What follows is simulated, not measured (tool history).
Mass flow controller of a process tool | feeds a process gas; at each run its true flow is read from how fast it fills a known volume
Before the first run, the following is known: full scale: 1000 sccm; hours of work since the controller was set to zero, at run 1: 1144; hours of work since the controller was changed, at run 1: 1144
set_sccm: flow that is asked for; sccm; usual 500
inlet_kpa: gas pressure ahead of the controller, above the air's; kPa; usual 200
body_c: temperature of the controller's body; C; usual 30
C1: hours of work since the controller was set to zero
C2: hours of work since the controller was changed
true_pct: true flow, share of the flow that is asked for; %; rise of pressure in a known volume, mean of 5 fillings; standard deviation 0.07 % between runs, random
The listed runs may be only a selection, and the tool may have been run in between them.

Run 1, hour 0.0: usual settings; C1 1144; C2 1144. Result: true_pct 99.16 %.
Run 2, hour 112.1: usual settings; C1 1217; C2 1217. Result: true_pct 99.20 %.
Run 3, hour 291.3: usual settings; C1 1333; C2 1333. Result: true_pct 99.28 %.
Run 4, hour 440.9: usual settings; C1 1430; C2 1430. Result: true_pct 99.36 %.
Run 5, hour 629.2: usual settings but body_c 21 C; C1 1553; C2 1553. Result: true_pct 98.24 %.
Run 6, hour 772.8: usual settings; C1 1646; C2 1646. Result: true_pct 99.54 %.
Run 7, hour 913.0: usual settings; C1 1737; C2 1737. Result: true_pct 99.45 %.
At hour 926.6: controller's zero set anew.
Run 8, hour 1000.3: usual settings; C1 48; C2 1794. Result: true_pct 99.60 %.
Run 9, hour 1127.4: usual settings; C1 131; C2 1877. Result: true_pct 99.57 %.
Run 10, hour 1215.2: usual settings; C1 188; C2 1934. Result: true_pct 99.69 %.
Run 11, hour 1379.0: usual settings but set_sccm 397 sccm; C1 294; C2 2040. Result: true_pct 99.69 %.
Run 12, hour 1470.2: usual settings; C1 353; C2 2099. Result: true_pct 99.78 %.
At hour 1628.5: controller's zero set anew, once more.
Run 13, hour 1657.4: usual settings; C1 19; C2 2221. Result: true_pct 99.34 %.
Run 14, hour 1753.1: usual settings but set_sccm 306 sccm; C1 81; C2 2283. Result: true_pct 98.67 %.
Run 15, hour 1843.7: usual settings but set_sccm 306 sccm; C1 140; C2 2342. Result: true_pct 98.87 %.
Run 16, hour 1989.3: usual settings but set_sccm 306 sccm; C1 235; C2 2437. Result: true_pct 98.87 %.
Run 17, hour 2173.1: usual settings but set_sccm 344 sccm, body_c 37 C; C1 354; C2 2556. Result: true_pct 99.94 %.
Run 18, hour 2301.4: usual settings but set_sccm 115 sccm, inlet_kpa 188 kPa, body_c 21 C; C1 438; C2 2640. Result: true_pct 97.24 %.
Run 19, hour 2424.0: usual settings but set_sccm 115 sccm, inlet_kpa 188 kPa, body_c 21 C; C1 517; C2 2719. Result: true_pct 97.57 %.
Run 20, hour 2575.2: usual settings but set_sccm 452 sccm, inlet_kpa 233 kPa, body_c 33 C; C1 616; C2 2818. Result: true_pct 99.98 %.
Run 21, hour 2715.8: usual settings but set_sccm 282 sccm, inlet_kpa 154 kPa, body_c 37 C; C1 707; C2 2909. Result: true_pct 99.84 %.
Run 22, hour 2895.5: usual settings but inlet_kpa 140 kPa, body_c 29 C; C1 824; C2 3026. Result: true_pct 99.55 %.
Run 23, hour 3064.9: usual settings but inlet_kpa 140 kPa, body_c 29 C; C1 934; C2 3136. Result: true_pct 99.47 %.
Run 24, hour 3271.2: usual settings but set_sccm 180 sccm, inlet_kpa 149 kPa, body_c 39 C; C1 1068; C2 3270. Result: true_pct 100.14 %.
Run 25, hour 3410.6: usual settings but set_sccm 180 sccm, inlet_kpa 149 kPa, body_c 39 C; C1 1159; C2 3361. Result: true_pct 100.10 %.
Run 26, hour 3537.3: usual settings but set_sccm 180 sccm, inlet_kpa 186 kPa; C1 1241; C2 3443. Result: true_pct 99.20 %.
Run 27, hour 3723.2: usual settings but set_sccm 180 sccm, inlet_kpa 246 kPa; C1 1362; C2 3564. Result: true_pct 99.53 %.

Run by run, hidden condition taken away, random variation retained:
The hidden state here: flow at rest that the sensor doesn't see, % of full scale; true flow over the shown one, %; drift of the gauge itself on true_pct, %.
run  true_pct
  1     98.79
  2     98.79
  3     98.82
  4     98.84
  5     97.66
  6     98.92
  7     98.78
  8     98.85
  9     98.78
 10     98.87
 11     98.71
 12     98.88
 13     98.82
 14     98.10
 15     98.27
 16     98.21
 17     99.22
 18     96.21
 19     96.45
 20     99.16
 21     98.87
 22     98.64
 23     98.51
 24     98.74
 25     98.63
 26     97.66
 27     97.90
